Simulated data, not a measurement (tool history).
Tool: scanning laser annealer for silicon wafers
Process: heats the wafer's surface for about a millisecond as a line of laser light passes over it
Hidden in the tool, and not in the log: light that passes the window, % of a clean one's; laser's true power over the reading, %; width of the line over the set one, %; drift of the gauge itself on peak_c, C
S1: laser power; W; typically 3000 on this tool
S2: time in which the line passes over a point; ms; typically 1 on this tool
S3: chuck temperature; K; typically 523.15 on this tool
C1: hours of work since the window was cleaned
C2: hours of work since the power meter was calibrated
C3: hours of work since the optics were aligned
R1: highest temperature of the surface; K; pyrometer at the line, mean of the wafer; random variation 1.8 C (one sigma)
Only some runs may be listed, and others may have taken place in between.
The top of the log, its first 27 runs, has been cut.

run,hour,S1,S2,S3,C1,C2,C3,R1
# hour 660: optics aligned, line set to its width, once more
28,670.6,2778,0.7,499.15,687,808,4,1018.15
# hour 675.8: window over the wafer cleaned
29,692.8,2742,0.7,502.15,7,817,13,1027.15
30,721,3000,1.19,533.15,19,829,25,1307.15
31,753.7,2919,0.77,512.15,33,842,38,1102.15
32,779.4,2774,1,547.15,43,853,49,1194.15
33,798.7,3254,1.25,518.15,51,861,57,1385.15
34,823.4,3239,0.73,523.15,62,871,67,1164.15
35,837.4,3239,1.09,523.15,67,877,73,1320.15

Each row is a separate what-if for the run after 35, all from the same tool condition, not one after another. Results?
A,868.5,2804,1.01,500.15,81,890,86,?
B,868.5,3000,0.91,523.15,81,890,86,?
C,868.5,3000,0.99,523.15,81,890,86,?
D,868.5,3000,1.15,523.15,81,890,86,?

run,R1
A,1161.15
B,1191.15
C,1221.15
D,1281.15
Without the tool's hidden state the same runs would have given:
run,R1
A,1159.15
B,1189.15
C,1219.15
D,1279.15
